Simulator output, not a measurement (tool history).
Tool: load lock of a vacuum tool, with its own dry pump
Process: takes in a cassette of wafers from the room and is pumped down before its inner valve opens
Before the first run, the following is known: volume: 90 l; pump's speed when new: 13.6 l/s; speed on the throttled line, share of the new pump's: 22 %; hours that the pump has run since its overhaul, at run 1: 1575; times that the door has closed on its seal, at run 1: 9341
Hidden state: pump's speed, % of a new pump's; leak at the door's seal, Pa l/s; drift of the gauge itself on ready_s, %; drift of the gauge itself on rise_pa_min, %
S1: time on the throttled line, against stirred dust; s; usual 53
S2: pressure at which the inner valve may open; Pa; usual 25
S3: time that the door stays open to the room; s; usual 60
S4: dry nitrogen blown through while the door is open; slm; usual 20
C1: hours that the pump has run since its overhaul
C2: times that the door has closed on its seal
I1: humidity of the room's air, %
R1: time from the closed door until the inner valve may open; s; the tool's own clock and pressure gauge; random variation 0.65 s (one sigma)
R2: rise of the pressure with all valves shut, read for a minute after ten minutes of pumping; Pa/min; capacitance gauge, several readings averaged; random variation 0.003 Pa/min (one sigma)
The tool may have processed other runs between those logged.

{"run": 1, "hour": 0.0, "S1": 53, "S2": 25, "S3": 60, "S4": 20, "C1": 1575, "C2": 9341, "I1": 44.8, "R1": 97.2, "R2": 0.077}
{"run": 2, "hour": 209.2, "S1": 53, "S2": 25, "S3": 60, "S4": 20, "C1": 1784, "C2": 10282, "I1": 44.6, "R1": 97.8, "R2": 0.08}
{"run": 3, "hour": 513.4, "S1": 53, "S2": 25, "S3": 60, "S4": 20, "C1": 2088, "C2": 11650, "I1": 44.6, "R1": 99.3, "R2": 0.091}
{"run": 4, "hour": 699.4, "S1": 53, "S2": 25, "S3": 60, "S4": 20, "C1": 2274, "C2": 12486, "I1": 43.3, "R1": 99.2, "R2": 0.098}
{"run": 5, "hour": 1040.9, "S1": 53, "S2": 25, "S3": 60, "S4": 20, "C1": 2616, "C2": 14023, "I1": 43.7, "R1": 98.1, "R2": 0.113}
{"run": 6, "hour": 1414.0, "S1": 53, "S2": 25, "S3": 60, "S4": 20, "C1": 2989, "C2": 15701, "I1": 46, "R1": 98.8, "R2": 0.114}
{"run": 7, "hour": 1773.7, "S1": 33, "S2": 25, "S3": 60, "S4": 20, "C1": 3348, "C2": 17318, "I1": 42, "R1": 83.5, "R2": 0.131}
{"run": 8, "hour": 1945.6, "S1": 53, "S2": 25, "S3": 60, "S4": 18, "C1": 3520, "C2": 18091, "I1": 43.7, "R1": 99.9, "R2": 0.136}
{"run": 9, "hour": 2306.4, "S1": 53, "S2": 25, "S3": 94, "S4": 20, "C1": 3881, "C2": 19714, "I1": 44.2, "R1": 98.5, "R2": 0.164}
{"run": 10, "hour": 2595.0, "S1": 53, "S2": 25, "S3": 94, "S4": 20, "C1": 4170, "C2": 21012, "I1": 42, "R1": 100.2, "R2": 0.169}
{"run": 11, "hour": 2750.4, "S1": 53, "S2": 25, "S3": 94, "S4": 20, "C1": 4325, "C2": 21711, "I1": 45, "R1": 98.7, "R2": 0.18}
{"run": 12, "hour": 3028.5, "S1": 53, "S2": 25, "S3": 60, "S4": 20, "C1": 4603, "C2": 22961, "I1": 43.8, "R1": 100, "R2": 0.187}
{"run": 13, "hour": 3198.9, "S1": 53, "S2": 25, "S3": 60, "S4": 20, "C1": 4774, "C2": 23728, "I1": 43.1, "R1": 99.9, "R2": 0.191}
{"run": 14, "hour": 3503.7, "S1": 53, "S2": 25, "S3": 60, "S4": 20, "C1": 5078, "C2": 25098, "I1": 46, "R1": 98.6, "R2": 0.209}
{"run": 15, "hour": 3705.2, "S1": 53, "S2": 25, "S3": 60, "S4": 20, "C1": 5280, "C2": 26005, "I1": 45.7, "R1": 100.1, "R2": 0.214}
{"run": 16, "hour": 4076.1, "S1": 53, "S2": 25, "S3": 60, "S4": 20, "C1": 5651, "C2": 27673, "I1": 44.4, "R1": 101.5, "R2": 0.233}
{"run": 17, "hour": 4379.1, "S1": 53, "S2": 25, "S3": 60, "S4": 20, "C1": 5954, "C2": 29036, "I1": 45.5, "R1": 99.2, "R2": 0.256}
{"run": 18, "hour": 4632.3, "S1": 70, "S2": 25, "S3": 60, "S4": 20, "C1": 6207, "C2": 30175, "I1": 43.2, "R1": 113.8, "R2": 0.266}
{"run": 19, "hour": 4981.3, "S1": 41, "S2": 24, "S3": 60, "S4": 9, "C1": 6556, "C2": 31744, "I1": 44.8, "R1": 92.4, "R2": 0.299}
{"run": 20, "hour": 5264.9, "S1": 53, "S2": 25, "S3": 99, "S4": 23, "C1": 6840, "C2": 33020, "I1": 41.1, "R1": 102.1, "R2": 0.313}
{"run": 21, "hour": 5582.4, "S1": 28, "S2": 25, "S3": 99, "S4": 4, "C1": 7157, "C2": 34447, "I1": 45.5, "R1": 82, "R2": 0.347}
{"run": 22, "hour": 5882.6, "S1": 76, "S2": 32, "S3": 99, "S4": 4, "C1": 7457, "C2": 35797, "I1": 44.8, "R1": 115.6, "R2": 0.367}
{"run": 23, "hour": 6131.2, "S1": 53, "S2": 25, "S3": 60, "S4": 7, "C1": 7706, "C2": 36916, "I1": 44.8, "R1": 101.9, "R2": 0.368}
{"run": 24, "hour": 6423.4, "S1": 53, "S2": 25, "S3": 60, "S4": 7, "C1": 7998, "C2": 38229, "I1": 41.8, "R1": 102, "R2": 0.375}
{"run": 25, "hour": 6585.8, "S1": 53, "S2": 25, "S3": 60, "S4": 7, "C1": 8161, "C2": 38960, "I1": 44.9, "R1": 103.2, "R2": 0.395}
{"run": 26, "hour": 6836.5, "S1": 53, "S2": 25, "S3": 60, "S4": 7, "C1": 8411, "C2": 40088, "I1": 46.9, "R1": 102.6, "R2": 0.406}
{"run": 27, "hour": 7082.1, "S1": 35, "S2": 26, "S3": 60, "S4": 7, "C1": 8657, "C2": 41192, "I1": 43.7, "R1": 87.9, "R2": 0.427}
{"run": 28, "hour": 7394.7, "S1": 85, "S2": 33, "S3": 186, "S4": 9, "C1": 8969, "C2": 42598, "I1": 44.3, "R1": 124.7, "R2": 0.491}
{"run": 29, "hour": 7669.2, "S1": 53, "S2": 31, "S3": 60, "S4": 20, "C1": 9244, "C2": 43833, "I1": 46.9, "R1": 103.2, "R2": 0.457}
{"run": 30, "hour": 7838.5, "S1": 53, "S2": 21, "S3": 60, "S4": 20, "C1": 9413, "C2": 44594, "I1": 45.2, "R1": 104.1, "R2": 0.473}
{"run": 31, "hour": 8121.3, "S1": 60, "S2": 22, "S3": 67, "S4": 13, "C1": 9696, "C2": 45866, "I1": 47.2, "R1": 109.3, "R2": 0.495}
{"run": 32, "hour": 8399.2, "S1": 60, "S2": 22, "S3": 67, "S4": 13, "C1": 9974, "C2": 47116, "I1": 45, "R1": 109.7, "R2": 0.521}
{"run": 33, "hour": 8751.6, "S1": 60, "S2": 28, "S3": 67, "S4": 13, "C1": 10326, "C2": 48700, "I1": 47.4, "R1": 106.1, "R2": 0.547}
{"run": 34, "hour": 9112.7, "S1": 60, "S2": 28, "S3": 31, "S4": 13, "C1": 10687, "C2": 50324, "I1": 48.7, "R1": 108.1, "R2": 0.583}
{"hour": 9227.5, "done": "door's seal changed, seat wiped"}
{"run": 35, "hour": 9490.4, "S1": 60, "S2": 28, "S3": 31, "S4": 5, "C1": 11064, "C2": 1182, "I1": 45.9, "R1": 109.6, "R2": 0.025}
{"run": 36, "hour": 9798.9, "S1": 60, "S2": 28, "S3": 31, "S4": 5, "C1": 11372, "C2": 2570, "I1": 45.3, "R1": 109.1, "R2": 0.041}

The same runs without the tool's hidden state, with the same run-to-run variation:
run=1 R1=96.1 R2=0.029
run=2 R1=96.5 R2=0.026
run=3 R1=97.8 R2=0.028
run=4 R1=97.7 R2=0.029
run=5 R1=96.4 R2=0.033
run=6 R1=96.8 R2=0.023
run=7 R1=81 R2=0.025
run=8 R1=97.6 R2=0.027
run=9 R1=95.9 R2=0.038
run=10 R1=97.5 R2=0.031
run=11 R1=95.9 R2=0.038
run=12 R1=97 R2=0.03
run=13 R1=96.7 R2=0.025
run=14 R1=95.3 R2=0.03
run=15 R1=96.7 R2=0.027
run=16 R1=97.8 R2=0.023
run=17 R1=95.3 R2=0.032
run=18 R1=110.1 R2=0.028
run=19 R1=87.8 R2=0.037
run=20 R1=97.6 R2=0.04
run=21 R1=76.8 R2=0.06
run=22 R1=111.5 R2=0.062
run=23 R1=96.8 R2=0.042
run=24 R1=96.7 R2=0.033
run=25 R1=97.8 R2=0.042
run=26 R1=97 R2=0.039
run=27 R1=81.7 R2=0.04
run=28 R1=119.8 R2=0.084
run=29 R1=97.1 R2=0.025
run=30 R1=97.6 R2=0.032
run=31 R1=102.9 R2=0.033
run=32 R1=103 R2=0.035
run=33 R1=99.4 R2=0.034
run=34 R1=101.1 R2=0.021
run=35 R1=102.2 R2=0.02
run=36 R1=101.5 R2=0.031
